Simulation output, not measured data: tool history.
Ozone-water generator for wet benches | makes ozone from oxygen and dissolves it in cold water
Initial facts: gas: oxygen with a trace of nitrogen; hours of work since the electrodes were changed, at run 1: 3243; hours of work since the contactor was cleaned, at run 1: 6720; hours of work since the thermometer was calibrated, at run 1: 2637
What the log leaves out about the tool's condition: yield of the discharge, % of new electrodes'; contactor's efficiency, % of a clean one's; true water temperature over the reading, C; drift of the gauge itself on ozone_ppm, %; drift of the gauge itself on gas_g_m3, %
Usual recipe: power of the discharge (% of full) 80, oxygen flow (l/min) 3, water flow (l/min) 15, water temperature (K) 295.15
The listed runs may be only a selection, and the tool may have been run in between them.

run	day	power of the discharge (% of full)	oxygen flow (l/min)	water flow (l/min)	water temperature (K)	hours of work since the electrodes were changed	hours of work since the contactor was cleaned	hours of work since the thermometer was calibrated	dissolved ozone (ppm)	ozone in the gas ahead of the water (g/m3)
1	0	80	3	15	295.15	3243	6720	2637	18.1	217.8
# day 0.642: water thermometer calibrated
2	2.738	80	3	15	295.15	3304	6780	47	18	213.8
# day 6.871: contactor cleaned
3	6.95	80	3	15	295.15	3395	2	138	18.2	216.7
4	10.292	80	3	15	295.15	3469	77	213	18.1	217.2
5	14.567	80	3	15	299.15	3565	173	309	16.9	216.6
6	18.946	49	3	15	299.15	3664	271	407	12.6	162.9
7	22.983	80	3	15	301.15	3754	361	497	16.6	218.2
8	27.604	80	3	15	301.15	3858	465	601	16.4	217.7
9	31.892	80	3	15	295.15	3954	561	697	18	218.1
10	36.138	56	3	15	295.15	4049	657	792	14.4	176.1
11	39.175	80	3	15	301.15	4117	725	861	16.7	219.7
12	43.875	80	3	15	301.15	4223	830	966	16.5	220.8
13	46.404	80	3	15	295.15	4280	887	1023	18.2	221.6
14	50.662	80	3	15	295.15	4375	982	1118	18.1	221.3
15	54.433	80	3.17	15	295.15	4460	1067	1203	18.4	214
16	59.196	80	3.17	15	295.15	4566	1174	1310	18.1	216.5
17	61.438	80	4.72	11	295.15	4617	1224	1360	23.1	176.2
18	66.921	94	2.96	17	292.15	4740	1347	1483	18.3	248.8
19	69.962	95	4.29	17	298.15	4808	1415	1551	17.3	202.9
20	73.133	80	2.92	11	297.15	4879	1486	1622	22.8	225
21	76.658	85	2	23	297.15	4958	1565	1701	11	286.7
# day 77.325: gauge calibrated
22	79.6	80	4.47	22	295.15	5024	1631	1767	12.7	176.7
23	82.292	61	3	18	295.15	5085	1692	1828	13	184.1
24	85.029	61	3	18	288.15	5146	1753	1889	14	184.5
25	89.292	73	4.19	9	294.15	5242	1849	1985	25.6	173.6
26	94.071	42	3	10	295.15	5349	1956	2092	17	145.8
27	98.396	48	4.93	17	300.15	5446	2053	2189	10.9	123.5
28	102.825	80	1.55	15	290.15	5545	2152	2288	17.1	312.4
29	107.138	80	1.55	11	295.15	5642	2249	2385	22.9	309.8
30	109.575	79	3	11	289.15	5697	2304	2440	25.7	216.6
31	114.025	79	2.44	16	295.15	5796	2404	2540	16.4	241.5
32	116.421	79	2.44	16	295.15	5850	2457	2593	16.7	243.7

What if the next run were any one of these 3? Each begins from the tool's condition after run 32:
# day 119.1: water thermometer calibrated
A	121.883	80	2.98	14	299.15	5972	2579	62	?	?
# day 119.1: water thermometer calibrated
B	121.883	80	4.1	15	294.15	5972	2579	62	?	?
# day 119.1: water thermometer calibrated
C	121.883	80	2.2	17	295.15	5972	2579	62	?	?

run	dissolved ozone (ppm)	ozone in the gas ahead of the water (g/m3)
A	18.1	218.2
B	18.4	186.2
C	15.5	257.1
Without the tool's unlogged condition, the same runs would have read:
run	dissolved ozone (ppm)	ozone in the gas ahead of the water (g/m3)
A	18.2	215.1
B	18.5	183.6
C	15.5	253.5
